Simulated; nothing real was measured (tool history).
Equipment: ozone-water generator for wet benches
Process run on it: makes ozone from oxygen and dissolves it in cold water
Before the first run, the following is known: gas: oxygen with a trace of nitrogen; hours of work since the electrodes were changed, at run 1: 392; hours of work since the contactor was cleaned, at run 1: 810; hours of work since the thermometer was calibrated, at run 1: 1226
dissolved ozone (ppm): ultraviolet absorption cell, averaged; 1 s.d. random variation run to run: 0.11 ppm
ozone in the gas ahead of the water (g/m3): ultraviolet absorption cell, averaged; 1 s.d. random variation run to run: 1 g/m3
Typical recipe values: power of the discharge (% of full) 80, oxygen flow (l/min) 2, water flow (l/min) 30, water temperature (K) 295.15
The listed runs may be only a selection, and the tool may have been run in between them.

run,hour,power of the discharge (% of full),oxygen flow (l/min),water flow (l/min),water temperature (K),hours of work since the electrodes were changed,hours of work since the contactor was cleaned,hours of work since the thermometer was calibrated,dissolved ozone (ppm),ozone in the gas ahead of the water (g/m3)
1,0,80,2,30,295.15,392,810,1226,7.5,174.8
2,30.2,80,2,30,295.15,415,834,1250,7.5,174.2
3,51.6,80,2.55,30,295.15,432,851,1266,7.6,148.9
4,82.3,80,2.55,30,295.15,456,875,1291,7.6,149.9
5,111,80,2.55,30,295.15,479,897,1313,7.5,148.8
6,144.6,80,2.55,30,295.15,505,924,1339,7.8,149.3
7,169.6,80,2.32,30,295.15,525,943,1359,7.6,158.2
8,205.2,80,2.34,30,295.15,553,971,1387,7.6,157
9,226.2,80,2.34,30,295.15,569,988,1403,7.4,155.9
10,264.1,80,2.34,30,295.15,599,1017,1433,7.4,156.4
11,302.6,80,2.34,30,295.15,629,1048,1463,7.7,157.5
12,327.3,80,2.34,30,295.15,649,1067,1483,7.4,158
# hour 334.9: contactor cleaned
13,376,80,2.34,29,295.15,684,32,1518,7.5,157.6
14,410.9,80,2.34,29,295.15,711,60,1545,7.7,158.7
15,435.7,80,2,30,295.15,731,79,1565,7.2,174.3
16,474.4,80,2,30,295.15,761,109,1595,7.3,172.4
17,500.6,80,2,30,295.15,781,130,1616,7.2,175
18,535.4,80,2,30,295.15,809,157,1643,7.2,172.7
19,581.4,80,2,30,295.15,845,193,1679,7.4,172.8
# hour 624.5: contactor cleaned, once more
20,635.6,41,1.36,30,295.15,884,9,1718,4,130.2
21,677.7,41,1.36,30,295.15,917,42,1752,3.8,129.2
22,714.9,55,1.36,25,295.15,947,71,1781,6.1,165.1
23,748.1,55,1.36,27,293.15,973,97,1807,5.7,164.6
24,771.8,78,1.14,42,289.15,991,116,1825,4.5,245.1
25,818.1,78,1.14,42,289.15,1027,152,1862,4.6,247.8
26,849.9,80,1.8,30,289.15,1052,177,1887,7.6,185.1
27,876.2,80,1.8,30,289.15,1073,198,1907,7.4,184.3
28,910.5,80,1.58,30,295.15,1100,224,1934,7,201.4
29,934.8,80,1.58,30,295.15,1119,244,1953,7.1,200.4
30,962.4,50,2.38,30,302.15,1141,265,1975,4.8,102.2
31,1006.3,50,2.38,30,302.15,1175,300,2009,4.9,104.3
32,1042,50,2.38,30,302.15,1203,328,2037,4.8,102.8
33,1074.9,50,2.38,30,302.15,1229,353,2063,4.9,103.3
34,1101.1,50,2.38,30,302.15,1250,374,2084,4.9,103.5

Predict each of these 3 candidate next runs independently; none follows another, all start after run 34:
A,1132.8,50,2.02,22,302.15,1274,399,2109,?,?
B,1132.8,50,2.38,20,301.15,1274,399,2109,?,?
C,1132.8,80,1.49,20,300.15,1274,399,2109,?,?

run,dissolved ozone (ppm),ozone in the gas ahead of the water (g/m3)
A,6.4,115.8
B,7.1,102.8
C,10.1,209.7
Take away the tool's hidden state, keep each run's random variation, and the runs would have read:
run,dissolved ozone (ppm),ozone in the gas ahead of the water (g/m3)
A,6.6,119.1
B,7.3,105.8
C,10.6,219
